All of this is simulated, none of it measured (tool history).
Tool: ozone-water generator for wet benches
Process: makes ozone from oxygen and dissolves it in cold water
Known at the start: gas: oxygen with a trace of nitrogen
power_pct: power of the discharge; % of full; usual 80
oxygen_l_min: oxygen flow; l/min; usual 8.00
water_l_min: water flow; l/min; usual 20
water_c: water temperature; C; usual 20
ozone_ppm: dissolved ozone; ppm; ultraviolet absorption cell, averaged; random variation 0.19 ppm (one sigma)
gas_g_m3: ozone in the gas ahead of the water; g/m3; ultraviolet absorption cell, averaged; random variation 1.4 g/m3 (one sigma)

run	hour	power_pct	oxygen_l_min	water_l_min	water_c	ozone_ppm	gas_g_m3
1	0.0	80	8.00	20	20	27.5	250.8
2	24.9	80	8.00	23	20	24.6	252.5
3	51.6	80	8.00	23	15	26.9	255.1
4	65.6	76	8.00	20	20	26.6	247.5
5	79.8	76	8.00	20	20	26.0	248.7
6	107.2	80	11.91	20	20	27.7	222.2
7	122.0	80	11.91	20	20	28.0	226.0
8	138.7	80	11.91	20	20	28.0	225.0
9	165.5	80	11.91	20	20	28.0	224.4
10	182.0	80	11.91	20	20	27.9	225.9
11	211.1	80	8.00	20	20	27.2	259.1
12	239.8	80	8.00	20	20	27.6	260.0
13	267.6	80	8.00	20	20	27.3	260.0
14	298.5	80	8.00	13	20	35.5	259.2
15	314.2	80	8.00	20	20	27.3	253.4
16	327.1	45	13.32	14	14	25.6	142.8
17	353.8	45	13.32	14	14	25.7	143.8
18	383.3	80	8.00	19	25	25.7	255.7
19	403.5	85	12.34	20	26	25.6	228.0
20	427.5	85	4.00	26	26	18.7	338.9
21	443.2	85	4.00	26	26	18.6	336.5
22	458.9	80	13.20	20	20	27.7	215.8
23	477.1	80	13.20	23	20	25.8	217.7
24	490.7	88	8.53	20	24	27.1	269.2
25	510.6	43	8.53	20	24	16.5	163.4
26	526.7	43	8.53	20	24	16.4	163.0
27	544.4	43	8.53	20	24	16.4	164.6
28	560.6	47	8.53	13	24	22.2	174.5
29	588.4	47	8.53	13	24	22.6	176.5
30	618.8	84	5.07	13	27	31.5	313.1

Taken out of this log: 1 entry between the listed runs. Where each belongs, and how the hidden state differs across it:
Between runs 14 and 15: gauge calibrated (hour 307.3)
  drift of the gauge itself on gas_g_m3, %: 2.65 -> 0.06
  measured less the result without the state, gas_g_m3: +6.6 -> +0.1 g/m3
